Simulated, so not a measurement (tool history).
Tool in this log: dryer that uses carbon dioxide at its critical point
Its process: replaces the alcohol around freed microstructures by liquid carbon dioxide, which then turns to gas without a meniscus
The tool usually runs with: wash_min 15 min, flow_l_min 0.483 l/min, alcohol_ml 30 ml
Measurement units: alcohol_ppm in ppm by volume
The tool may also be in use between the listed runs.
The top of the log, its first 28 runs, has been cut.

run     day  wash_min  flow_l_min  alcohol_ml  hours of work since the filter was changed  hours of work since the purifier's bed was changed  alcohol_ppm
 29  26.746        16       0.392          64                                          78                                                 478          471
 30  27.979        11       0.677          26                                          96                                                 496          276
 31  28.617        11       0.732          59                                         106                                                 505          278
 32  29.912        11       0.732          59                                         125                                                 525          303
 33  30.817        11       0.732          59                                         139                                                 538          309
 34  31.921         9       0.666          25                                         155                                                 555          394
 35  32.988        20       0.311          35                                         171                                                 570          467
     33.767  -- purifier's bed changed
 36  34.096        20       0.311          35                                         186                                                   5          227
 37  35.238        17        0.32          30                                         203                                                  22          364
 38  36.408        20       0.295         107                                         220                                                  39          950

5 ways to go on from here, each from the tool as it stands after run 38. What would each give?
  A  37.446        15       0.345          30                                         236                                                  55            ?
  B  37.446        10       0.708         110                                         236                                                  55            ?
  C  37.446        14       0.295         107                                         236                                                  55            ?
  D  37.446        15       0.483          47                                         236                                                  55            ?
  E  37.446        15       0.483         110                                         236                                                  55            ?

run  alcohol_ppm
  A          483
  B          319
  C         3962
  D          153
  E          311
Stripped of hidden state, with their random variation kept, the same runs would have yielded:
run  alcohol_ppm
  A          244
  B          120
  C         2426
  D           53
  E          123

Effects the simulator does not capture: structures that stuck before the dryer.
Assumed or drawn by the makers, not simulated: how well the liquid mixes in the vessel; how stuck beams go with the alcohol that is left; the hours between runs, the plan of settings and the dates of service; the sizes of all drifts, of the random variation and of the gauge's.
